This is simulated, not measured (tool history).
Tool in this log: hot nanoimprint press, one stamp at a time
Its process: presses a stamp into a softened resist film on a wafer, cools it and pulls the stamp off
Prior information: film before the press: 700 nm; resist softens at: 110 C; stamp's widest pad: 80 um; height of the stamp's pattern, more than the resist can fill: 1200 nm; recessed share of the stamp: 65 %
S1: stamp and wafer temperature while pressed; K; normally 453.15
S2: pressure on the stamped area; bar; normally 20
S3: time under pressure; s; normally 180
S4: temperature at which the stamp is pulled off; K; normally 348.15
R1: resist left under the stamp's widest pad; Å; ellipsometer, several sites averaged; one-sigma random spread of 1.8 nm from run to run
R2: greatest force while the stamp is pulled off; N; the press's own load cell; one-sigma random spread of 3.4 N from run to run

run   hour      S1    S2   S3      S4    R1   R2
  1      0  453.15    20  180  348.15  3945  166
  2   19.3  453.15    20  180  348.15  3926  163
  3   53.2  453.15    20  180  348.15  3908  164
      71.3  -- plate thermocouple calibrated
  4   82.7  453.15    20  180  345.15  3905  176
  5    113  453.15    20  180  354.15  3928  141
     157.6  -- stamp cleaned and given a new release coat
  6  161.6  453.15    20  180  354.15  3936  133
  7  194.3  453.15    20  180  354.15  3911  140
  8    220  453.15    20  129  354.15  4347  137
  9  243.1  453.15    20  129  354.15  4310  137
 10  282.5  453.15    20  129  348.15  4321  162
 11  325.1  453.15    20  129  348.15  4341  161
 12  358.4  453.15    20  129  348.15  4339  161
 13  383.4  453.15    20  129  348.15  4343  160
 14  414.8  453.15    20  129  348.15  4280  162
 15  455.3  453.15    20  252  348.15  3469  169
 16  479.2  450.15  13.3  234  355.15  4546  134
 17  509.5  450.15    17  112  336.15  5083  210
 18  530.3  450.15    17  112  336.15  5046  220
 19  554.4  461.15    17  112  349.15  3876  160
     595.9  -- plate thermocouple calibrated
 20  599.3  461.15    17  112  349.15  3855  163
 21  640.1  461.15    17  112  349.15  3889  163
 22  671.7  453.15    20  113  348.15  4430  168
     705.4  -- stamp cleaned and given a new release coat
 23  710.4  457.15    20  180  348.15  3432  164
     740.4  -- press's hydraulic seals changed and the load cell set to zero
 24  742.5  457.15    15   95  346.15  4642  170
 25  768.3  457.15    15   95  346.15  4673  175
 26  796.4  453.15    20  185  348.15  3857  167
 27  814.8  453.15    20  185  348.15  3829  166
 28  844.6  453.15  17.1   93  340.15  4861  191
 29  886.9  441.15  17.1   93  340.15  5967  202
 30  925.7  453.15  18.1  209  333.15  3836  230

Pick out some run-to-run changes in R1. Of each, how much would a tool without hidden state show as well, from the settings, what came in and chance, and how much is left for the hidden state and any gauge scatter not in both results compared?
Hidden conditions of the tool in this case: true temperature over the reading, C; pressure that arrives at the usual setting, %; grip of the stamp's worn release coat, % over a new coat's; drift of the gauge itself on residual_nm, %; drift of the gauge itself on pull_off_n, %.
Run 18 -> 19: S1 450.15 -> 461.15, S4 336.15 -> 349.15. R1 -1170 Å: hidden state +13, all else -1183.
Run 23 -> 24: S2 20 -> 15, S3 180 -> 95, S4 348.15 -> 346.15, press's hydraulic seals changed and the load cell set to zero. R1 +1210 Å: hidden state -27, all else +1237.
Run 28 -> 29: S1 453.15 -> 441.15. R1 +1106 Å: hidden state -29, all else +1135.
Run 29 -> 30: S1 441.15 -> 453.15, S2 17.1 -> 18.1, S3 93 -> 209, S4 340.15 -> 333.15. R1 -2131 Å: hidden state +43, all else -2174.

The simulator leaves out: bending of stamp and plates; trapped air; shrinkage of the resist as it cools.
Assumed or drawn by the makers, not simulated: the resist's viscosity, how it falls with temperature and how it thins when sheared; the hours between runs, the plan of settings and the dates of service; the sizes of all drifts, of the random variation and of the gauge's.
